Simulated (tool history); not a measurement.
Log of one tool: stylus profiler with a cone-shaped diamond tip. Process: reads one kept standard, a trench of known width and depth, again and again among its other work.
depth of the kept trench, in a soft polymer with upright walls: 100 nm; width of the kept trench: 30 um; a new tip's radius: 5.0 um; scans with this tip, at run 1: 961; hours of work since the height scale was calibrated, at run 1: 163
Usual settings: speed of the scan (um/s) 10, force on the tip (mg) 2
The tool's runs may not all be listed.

| run | hour | speed of the scan (um/s) | force on the tip (mg) | scans with this tip | hours of work since the height scale was calibrated | depth of the trench (angstrom) | width of the trench's floor (nm) |
|---|---|---|---|---|---|---|---|
| 1 | 0 | 10 | 2 | 961 | 163 | 1007.1 | 27850 |
| 2 | 18.7 | 2 | 2 | 1005 | 171 | 1007.3 | 27910 |
| 3 | 32.8 | 10 | 2 | 1038 | 177 | 1006.9 | 27860 |
| 4 | 42 | 10 | 1 | 1060 | 180 | 1004.3 | 27840 |
| 5 | 58 | 10 | 2 | 1098 | 187 | 1007.1 | 27870 |
| 6 | 69.6 | 8 | 1.53 | 1125 | 191 | 1005.7 | 27880 |

Forecast run 7:
| 7 | 82.4 | 8 | 1.53 | 1156 | 197 | ? | ? |

{"run 7": {"depth of the trench (angstrom)": 1006.1, "width of the trench's floor (nm)": 27840}}
Without the tool's hidden state the same run would have given depth of the trench (angstrom) 1007, width of the trench's floor (nm) 27930.
